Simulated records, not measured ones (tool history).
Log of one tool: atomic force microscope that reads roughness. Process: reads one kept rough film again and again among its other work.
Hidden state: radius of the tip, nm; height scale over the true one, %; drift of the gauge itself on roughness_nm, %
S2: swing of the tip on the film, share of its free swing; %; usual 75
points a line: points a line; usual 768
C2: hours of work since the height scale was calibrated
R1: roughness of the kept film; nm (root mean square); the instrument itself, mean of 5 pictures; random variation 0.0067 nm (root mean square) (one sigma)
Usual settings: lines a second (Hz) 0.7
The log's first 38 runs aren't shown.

Run 39, hour 374.1: usual settings but lines a second (Hz) 0.791, points a line 714; pictures with this tip 139; C2 32. Result: R1 1.036 nm (root mean square).
Run 40, hour 382.8: usual settings but lines a second (Hz) 0.791, points a line 714; pictures with this tip 155; C2 38. Result: R1 1.01 nm (root mean square).
At hour 386.1: new tip fitted.
Run 41, hour 391.9: usual settings but lines a second (Hz) 0.609, S2 64 %, points a line 276; pictures with this tip 11; C2 44. Result: R1 1.282 nm (root mean square).
Run 42, hour 403.7: usual settings but points a line 703; pictures with this tip 32; C2 53. Result: R1 1.234 nm (root mean square).
Run 43, hour 410.5: usual settings but points a line 319; pictures with this tip 45; C2 57. Result: R1 1.197 nm (root mean square).
Run 44, hour 423.1: usual settings but points a line 319; pictures with this tip 68; C2 66. Result: R1 1.138 nm (root mean square).
Run 45, hour 429.7: usual settings but points a line 319; pictures with this tip 80; C2 71. Result: R1 1.125 nm (root mean square).
Run 46, hour 440.6: usual settings but points a line 319; pictures with this tip 100; C2 79. Result: R1 1.082 nm (root mean square).
Run 47, hour 446.3: usual settings but points a line 319; pictures with this tip 111; C2 83. Result: R1 1.054 nm (root mean square).
Run 48, hour 458.5: usual settings but points a line 319; pictures with this tip 133; C2 91. Result: R1 1.022 nm (root mean square).
Run 49, hour 469.9: usual settings but lines a second (Hz) 2.419, S2 56 %, points a line 319; pictures with this tip 154; C2 99. Result: R1 0.988 nm (root mean square).
At hour 473.7: new tip fitted.
Run 50, hour 481.8: usual settings but lines a second (Hz) 0.896, S2 67 %, points a line 855; pictures with this tip 15; C2 107. Result: R1 1.304 nm (root mean square).
Run 51, hour 494.5: usual settings but lines a second (Hz) 0.919, S2 57 %, points a line 491; pictures with this tip 38; C2 116. Result: R1 1.246 nm (root mean square).
Run 52, hour 505.7: usual settings but lines a second (Hz) 0.919, S2 57 %, points a line 491; pictures with this tip 58; C2 124. Result: R1 1.198 nm (root mean square).

Forecast each of these 5 alternatives for the next run:
Run A, hour 511.7: usual settings but S2 77 %; pictures with this tip 69; C2 128. Result: R1 ?.
Run B, hour 511.7: usual settings but lines a second (Hz) 0.919, S2 60 %, points a line 729; pictures with this tip 69; C2 128. Result: R1 ?.
Run C, hour 511.7: usual settings but lines a second (Hz) 1.595, S2 57 %, points a line 894; pictures with this tip 69; C2 128. Result: R1 ?.
Run D, hour 511.7: usual settings but lines a second (Hz) 0.919, S2 56 %, points a line 606; pictures with this tip 69; C2 128. Result: R1 ?.
Run E, hour 511.7: usual settings but lines a second (Hz) 3.353, S2 56 %, points a line 405; pictures with this tip 69; C2 128. Result: R1 ?.

run     R1
  A  1.154
  B  1.174
  C  1.179
  D  1.185
  E  1.139
Without the tool's hidden state the same runs would have given:
run     R1
  A  1.327
  B   1.35
  C  1.355
  D  1.361
  E  1.308
